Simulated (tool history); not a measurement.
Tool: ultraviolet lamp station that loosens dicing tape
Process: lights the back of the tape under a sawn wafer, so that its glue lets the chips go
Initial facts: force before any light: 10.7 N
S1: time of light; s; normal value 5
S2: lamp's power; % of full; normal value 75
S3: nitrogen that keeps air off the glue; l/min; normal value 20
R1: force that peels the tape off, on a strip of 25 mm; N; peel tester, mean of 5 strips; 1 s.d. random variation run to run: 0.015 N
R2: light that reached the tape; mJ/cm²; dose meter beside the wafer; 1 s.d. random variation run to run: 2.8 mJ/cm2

| run | day | S1 | S2 | S3 | R1 | R2 |
|---|---|---|---|---|---|---|
| 1 | 0.000 | 5 | 75 | 20 | 1.817 | 250 |
| 2 | 1.292 | 5 | 75 | 20 | 1.796 | 248 |
| 3 | 2.700 | 5 | 75 | 20 | 1.883 | 246 |
| 4 | 4.917 | 5 | 75 | 20 | 1.992 | 239 |
| 5 | 6.329 | 5 | 75 | 20 | 2.003 | 238 |
|  | 7.225 | lamp changed |
| 6 | 7.954 | 5 | 75 | 20 | 0.849 | 375 |
| 7 | 9.396 | 5 | 75 | 20 | 0.828 | 368 |
| 8 | 11.225 | 9 | 75 | 20 | 0.217 | 656 |
| 9 | 12.650 | 4 | 75 | 20 | 1.439 | 287 |
|  | 12.833 | window cleaned of glue's vapour |
| 10 | 14.312 | 6 | 97 | 20 | 0.347 | 531 |
| 11 | 15.512 | 5 | 70 | 18 | 1.316 | 316 |
| 12 | 17.062 | 5 | 70 | 9 | 2.244 | 308 |
| 13 | 18.892 | 6 | 95 | 38 | 0.242 | 494 |
| 14 | 20.392 | 5 | 75 | 18 | 1.253 | 322 |
| 15 | 22.088 | 5 | 75 | 18 | 1.297 | 313 |
| 16 | 23.946 | 3 | 99 | 35 | 1.323 | 241 |
| 17 | 25.583 | 5 | 72 | 16 | 1.631 | 289 |
|  | 26.292 | window cleaned of glue's vapour, once more |
| 18 | 27.538 | 5 | 72 | 16 | 1.176 | 354 |

Alternative continuations, all from the tool just after run 18; predict every row:
| A | 29.488 | 5 | 80 | 12 | ? | ? |
| B | 29.488 | 9 | 72 | 8 | ? | ? |
| C | 29.488 | 8 | 72 | 31 | ? | ? |

| run | R1 | R2 |
|---|---|---|
| A | 1.269 | 384 |
| B | 0.657 | 618 |
| C | 0.219 | 550 |
With no hidden state in the tool, these same runs would have given:
| run | R1 | R2 |
|---|---|---|
| A | 0.995 | 431 |
| B | 0.491 | 694 |
| C | 0.178 | 617 |

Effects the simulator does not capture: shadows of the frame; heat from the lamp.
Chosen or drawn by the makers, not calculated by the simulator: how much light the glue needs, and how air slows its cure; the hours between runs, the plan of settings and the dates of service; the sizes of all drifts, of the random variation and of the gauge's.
